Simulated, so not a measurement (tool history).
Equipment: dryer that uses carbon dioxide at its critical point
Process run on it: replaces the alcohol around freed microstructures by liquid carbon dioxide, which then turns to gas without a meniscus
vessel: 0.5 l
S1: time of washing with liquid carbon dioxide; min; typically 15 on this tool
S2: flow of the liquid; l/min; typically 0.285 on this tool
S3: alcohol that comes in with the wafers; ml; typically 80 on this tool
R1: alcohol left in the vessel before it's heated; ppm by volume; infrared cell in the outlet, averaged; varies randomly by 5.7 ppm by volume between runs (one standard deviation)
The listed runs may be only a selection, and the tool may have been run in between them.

run,day,S1,S2,S3,R1
1,0.000,15,0.285,80,246
2,2.412,15,0.285,80,300
3,4.592,15,0.285,80,377
4,5.979,15,0.285,80,422
5,7.492,15,0.285,80,472
6,9.167,17,0.285,80,265
# day 9.383: inlet filter changed
7,11.171,20,0.410,33,52
8,12.675,20,0.410,33,52
9,14.854,20,0.410,33,50
10,17.117,9,0.285,20,1061
11,19.212,9,0.285,20,1165

Here are 4 independent what-if runs from the current tool condition. What would each one return?
A,20.321,9,0.220,20,?
B,20.321,22,0.269,56,?
C,20.321,15,0.285,52,?
D,20.321,15,0.230,73,?

run,R1
A,2819
B,112
C,374
D,1403
With no hidden state in the tool, these same runs would have given:
run,R1
A,1799
B,21
C,127
D,633
